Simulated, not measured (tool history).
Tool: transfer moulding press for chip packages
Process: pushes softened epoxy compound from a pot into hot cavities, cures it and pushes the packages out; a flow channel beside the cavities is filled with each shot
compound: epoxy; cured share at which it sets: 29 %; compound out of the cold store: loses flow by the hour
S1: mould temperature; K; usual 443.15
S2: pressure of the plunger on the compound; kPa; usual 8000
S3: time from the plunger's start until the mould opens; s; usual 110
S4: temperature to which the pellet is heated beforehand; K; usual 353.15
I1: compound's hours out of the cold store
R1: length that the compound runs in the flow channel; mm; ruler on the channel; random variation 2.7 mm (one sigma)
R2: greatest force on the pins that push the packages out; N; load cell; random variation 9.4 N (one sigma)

| run | hour | S1 | S2 | S3 | S4 | I1 | R1 | R2 |
|---|---|---|---|---|---|---|---|---|
| 1 | 0.0 | 443.15 | 8000 | 110 | 353.15 | 38.6 | 838 | 409 |
| 2 | 10.6 | 443.15 | 8000 | 110 | 353.15 | 28.3 | 867 | 429 |
| 3 | 20.1 | 443.15 | 9750 | 110 | 353.15 | 39.0 | 925 | 413 |
| 4 | 39.9 | 448.15 | 8000 | 110 | 353.15 | 21.2 | 871 | 357 |
| 5 | 56.0 | 448.15 | 8000 | 110 | 353.15 | 40.4 | 817 | 359 |
|  | 68.2 | cavities cleaned with cleaning compound and waxed |
| 6 | 71.2 | 448.15 | 8000 | 110 | 353.15 | 28.5 | 853 | 364 |
| 7 | 89.4 | 448.15 | 8000 | 110 | 353.15 | 26.3 | 860 | 362 |
| 8 | 106.4 | 443.15 | 8000 | 116 | 353.15 | 44.7 | 826 | 395 |
| 9 | 120.2 | 443.15 | 8000 | 110 | 353.15 | 10.6 | 922 | 461 |
|  | 124.7 | plunger's sealing rings changed |
| 10 | 135.4 | 443.15 | 8000 | 110 | 353.15 | 33.9 | 857 | 417 |
| 11 | 147.3 | 443.15 | 8000 | 145 | 353.15 | 39.0 | 835 | 327 |
| 12 | 162.6 | 443.15 | 8000 | 110 | 351.15 | 22.1 | 889 | 439 |
|  | 172.1 | cavities cleaned with cleaning compound and waxed |
| 13 | 185.5 | 443.15 | 8000 | 110 | 351.15 | 17.6 | 901 | 452 |
| 14 | 208.9 | 443.15 | 8000 | 110 | 351.15 | 31.6 | 858 | 429 |
| 15 | 225.9 | 441.15 | 8000 | 110 | 351.15 | 45.6 | 824 | 479 |
| 16 | 240.0 | 441.15 | 7020 | 129 | 353.15 | 10.3 | 873 | 378 |
| 17 | 255.2 | 441.15 | 7020 | 129 | 353.15 | 38.7 | 791 | 396 |
| 18 | 269.0 | 441.15 | 7020 | 142 | 353.15 | 31.3 | 814 | 338 |
|  | 272.4 | cavities cleaned with cleaning compound and waxed |
| 19 | 288.2 | 447.15 | 7130 | 114 | 344.15 | 44.0 | 772 | 352 |
| 20 | 300.4 | 447.15 | 8000 | 105 | 353.15 | 30.9 | 856 | 387 |
| 21 | 319.0 | 443.15 | 8000 | 136 | 353.15 | 17.6 | 900 | 337 |
| 22 | 336.1 | 440.15 | 8000 | 145 | 353.15 | 23.3 | 897 | 352 |
| 23 | 355.9 | 443.15 | 8000 | 110 | 344.15 | 33.3 | 856 | 416 |
| 24 | 365.5 | 443.15 | 8780 | 104 | 344.15 | 21.8 | 927 | 478 |
|  | 373.1 | cavities cleaned with cleaning compound and waxed |
| 25 | 384.2 | 443.15 | 8780 | 104 | 344.15 | 39.2 | 878 | 479 |
| 26 | 401.1 | 441.15 | 8780 | 104 | 344.15 | 35.1 | 895 | 523 |
| 27 | 412.2 | 444.15 | 6300 | 104 | 344.15 | 33.9 | 758 | 463 |
| 28 | 427.7 | 444.15 | 6300 | 104 | 344.15 | 41.8 | 732 | 424 |
| 29 | 438.8 | 438.15 | 7680 | 123 | 347.15 | 24.9 | 876 | 459 |

Forecast each of these 3 alternatives for the next run:
| A | 460.1 | 443.15 | 6130 | 110 | 360.15 | 11.4 | ? | ? |
| B | 460.1 | 438.15 | 8000 | 110 | 353.15 | 42.4 | ? | ? |
| C | 460.1 | 448.15 | 7680 | 123 | 347.15 | 8.1 | ? | ? |

| run | R1 | R2 |
|---|---|---|
| A | 801 | 419 |
| B | 842 | 562 |
| C | 893 | 342 |
Without the tool's hidden state the same runs would have given:
| run | R1 | R2 |
|---|---|---|
| A | 802 | 416 |
| B | 842 | 558 |
| C | 894 | 339 |
